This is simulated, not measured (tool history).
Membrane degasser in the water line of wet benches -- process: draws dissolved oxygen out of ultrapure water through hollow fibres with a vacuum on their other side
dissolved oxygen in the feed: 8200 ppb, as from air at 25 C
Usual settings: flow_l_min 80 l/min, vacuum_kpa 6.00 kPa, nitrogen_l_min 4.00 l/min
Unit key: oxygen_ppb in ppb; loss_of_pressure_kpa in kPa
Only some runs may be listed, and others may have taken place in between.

run    hour  flow_l_min  vacuum_kpa  nitrogen_l_min  oxygen_ppb  loss_of_pressure_kpa
  1     0.0          80        6.00            4.00       144.5                 57.94
  2    42.6         116        6.00            4.00       244.6                 84.58
  3   113.0         116        6.00            4.00       238.8                 84.40
  4   158.9         116        6.00            2.93       284.3                 84.46
  5   243.0         116        6.00            2.93       289.5                 84.94
      294.6  -- vacuum gauge calibrated
  6   331.1         116        6.00            2.93       288.6                 84.28
  7   386.9         116        6.00            2.93       292.8                 84.85
  8   434.4         116        6.00            2.93       290.8                 84.54
  9   471.3         116       11.85            2.93       695.5                 84.48
 10   531.9         116       11.85            2.93       701.8                 84.94
 11   621.7         116       11.85            2.93       700.4                 84.91
 12   680.8          80        3.85            4.00        48.0                 58.78
 13   762.9          80        3.85            4.00        48.7                 58.50
 14   849.2          80        3.85            4.00        48.4                 58.46
 15   890.6          80        3.85            4.00        49.5                 58.70
 16   971.8          80       12.09            7.99       221.9                 58.65
 17  1019.5         110       12.13            4.38       521.6                 80.70
     1041.9  -- seals of the vacuum lines changed
 18  1067.6          87        6.00            8.53        93.2                 63.46

Expected results for the next run?
 19  1112.3          87        6.00            8.53           ?                     ?

oxygen_ppb: 94.2 ppb
loss_of_pressure_kpa: 63.63 kPa
Had the tool carried no hidden state, the very same run would have given oxygen_ppb 89.2 ppb, loss_of_pressure_kpa 61.70 kPa.
